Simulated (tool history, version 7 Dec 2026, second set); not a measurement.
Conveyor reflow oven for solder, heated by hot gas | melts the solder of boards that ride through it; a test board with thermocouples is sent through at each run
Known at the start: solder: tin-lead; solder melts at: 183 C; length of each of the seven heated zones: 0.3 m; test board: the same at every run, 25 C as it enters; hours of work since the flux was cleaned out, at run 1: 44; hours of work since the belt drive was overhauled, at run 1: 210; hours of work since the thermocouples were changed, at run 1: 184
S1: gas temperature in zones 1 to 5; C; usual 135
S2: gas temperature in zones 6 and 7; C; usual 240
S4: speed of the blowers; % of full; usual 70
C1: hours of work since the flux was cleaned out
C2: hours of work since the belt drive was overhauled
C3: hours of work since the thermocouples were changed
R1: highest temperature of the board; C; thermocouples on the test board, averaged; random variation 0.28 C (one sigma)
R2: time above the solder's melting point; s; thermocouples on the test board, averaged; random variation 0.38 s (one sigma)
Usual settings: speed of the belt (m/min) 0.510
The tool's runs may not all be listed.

run 1 hour=0.0 | S1=135 S2=240 speed_of_the_belt_(m/min)=0.510 S4=70 | C1=44 C2=210 C3=184 | R1=224.9 R2=57.7
run 2 hour=6.8 | S1=135 S2=240 speed_of_the_belt_(m/min)=0.510 S4=70 | C1=48 C2=214 C3=187 | R1=225.0 R2=57.5
run 3 hour=17.7 | S1=135 S2=240 speed_of_the_belt_(m/min)=0.510 S4=70 | C1=54 C2=220 C3=193 | R1=224.9 R2=57.4
run 4 hour=26.1 | S1=135 S2=240 speed_of_the_belt_(m/min)=0.510 S4=70 | C1=58 C2=225 C3=198 | R1=225.3 R2=57.5
run 5 hour=32.1 | S1=135 S2=244 speed_of_the_belt_(m/min)=0.510 S4=70 | C1=62 C2=228 C3=201 | R1=229.2 R2=59.5
run 6 hour=40.0 | S1=135 S2=240 speed_of_the_belt_(m/min)=0.510 S4=70 | C1=66 C2=232 C3=206 | R1=224.7 R2=57.5
run 7 hour=47.3 | S1=135 S2=240 speed_of_the_belt_(m/min)=0.510 S4=70 | C1=70 C2=236 C3=210 | R1=224.8 R2=57.9
run 8 hour=59.8 | S1=135 S2=240 speed_of_the_belt_(m/min)=0.510 S4=70 | C1=77 C2=243 C3=217 | R1=225.5 R2=58.1
run 9 hour=69.8 | S1=134 S2=240 speed_of_the_belt_(m/min)=0.510 S4=70 | C1=83 C2=249 C3=222 | R1=224.8 R2=57.0
run 10 hour=82.4 | S1=134 S2=240 speed_of_the_belt_(m/min)=0.510 S4=70 | C1=90 C2=256 C3=229 | R1=225.2 R2=57.1
run 11 hour=94.6 | S1=134 S2=240 speed_of_the_belt_(m/min)=0.510 S4=70 | C1=96 C2=263 C3=236 | R1=225.1 R2=56.9
run 12 hour=107.2 | S1=135 S2=240 speed_of_the_belt_(m/min)=0.510 S4=70 | C1=103 C2=269 C3=243 | R1=225.1 R2=57.9
run 13 hour=113.4 | S1=135 S2=240 speed_of_the_belt_(m/min)=0.510 S4=70 | C1=107 C2=273 C3=246 | R1=225.7 R2=57.1
run 14 hour=121.1 | S1=135 S2=235 speed_of_the_belt_(m/min)=0.510 S4=70 | C1=111 C2=277 C3=251 | R1=220.8 R2=54.3
run 15 hour=127.0 | S1=135 S2=235 speed_of_the_belt_(m/min)=0.510 S4=70 | C1=114 C2=280 C3=254 | R1=220.8 R2=54.4
run 16 hour=136.2 | S1=122 S2=235 speed_of_the_belt_(m/min)=0.501 S4=70 | C1=119 C2=285 C3=259 | R1=219.2 R2=51.2
run 17 hour=144.3 | S1=122 S2=235 speed_of_the_belt_(m/min)=0.501 S4=70 | C1=124 C2=290 C3=263 | R1=219.5 R2=51.0
run 18 hour=150.0 | S1=122 S2=235 speed_of_the_belt_(m/min)=0.501 S4=70 | C1=127 C2=293 C3=266 | R1=219.1 R2=52.1
run 19 hour=157.9 | S1=121 S2=235 speed_of_the_belt_(m/min)=0.501 S4=88 | C1=131 C2=297 C3=271 | R1=222.9 R2=53.7
run 20 hour=166.9 | S1=142 S2=233 speed_of_the_belt_(m/min)=0.501 S4=88 | C1=136 C2=302 C3=276 | R1=223.0 R2=60.0
run 21 hour=173.6 | S1=139 S2=238 speed_of_the_belt_(m/min)=0.445 S4=80 | C1=140 C2=306 C3=279 | R1=229.2 R2=70.2
run 22 hour=179.6 | S1=139 S2=238 speed_of_the_belt_(m/min)=0.445 S4=80 | C1=143 C2=309 C3=283 | R1=228.9 R2=69.9
run 23 hour=186.1 | S1=139 S2=238 speed_of_the_belt_(m/min)=0.445 S4=80 | C1=147 C2=313 C3=286 | R1=228.7 R2=70.9
run 24 hour=194.1 | S1=121 S2=238 speed_of_the_belt_(m/min)=0.576 S4=80 | C1=151 C2=317 C3=291 | R1=218.8 R2=43.7
run 25 hour=200.6 | S1=143 S2=254 speed_of_the_belt_(m/min)=0.495 S4=82 | C1=155 C2=321 C3=294 | R1=242.6 R2=70.2
run 26 hour=210.8 | S1=124 S2=235 speed_of_the_belt_(m/min)=0.510 S4=65 | C1=160 C2=327 C3=300 | R1=217.3 R2=49.4
run 27 hour=216.0 | S1=124 S2=235 speed_of_the_belt_(m/min)=0.510 S4=85 | C1=163 C2=330 C3=303 | R1=221.9 R2=53.5
run 28 hour=228.4 | S1=121 S2=240 speed_of_the_belt_(m/min)=0.510 S4=53 | C1=170 C2=336 C3=310 | R1=217.5 R2=47.8
run 29 hour=237.0 | S1=121 S2=240 speed_of_the_belt_(m/min)=0.510 S4=53 | C1=175 C2=341 C3=314 | R1=217.8 R2=47.8

The next listed run, before its measurement:
run 30 hour=249.5 | S1=146 S2=236 speed_of_the_belt_(m/min)=0.510 S4=84 | C1=182 C2=348 C3=321 | R1=? R2=?

R1: 225.3 C
R2: 61.5 s
Without the tool's hidden state the same run would have given R1 225.4 C, R2 61.5 s.

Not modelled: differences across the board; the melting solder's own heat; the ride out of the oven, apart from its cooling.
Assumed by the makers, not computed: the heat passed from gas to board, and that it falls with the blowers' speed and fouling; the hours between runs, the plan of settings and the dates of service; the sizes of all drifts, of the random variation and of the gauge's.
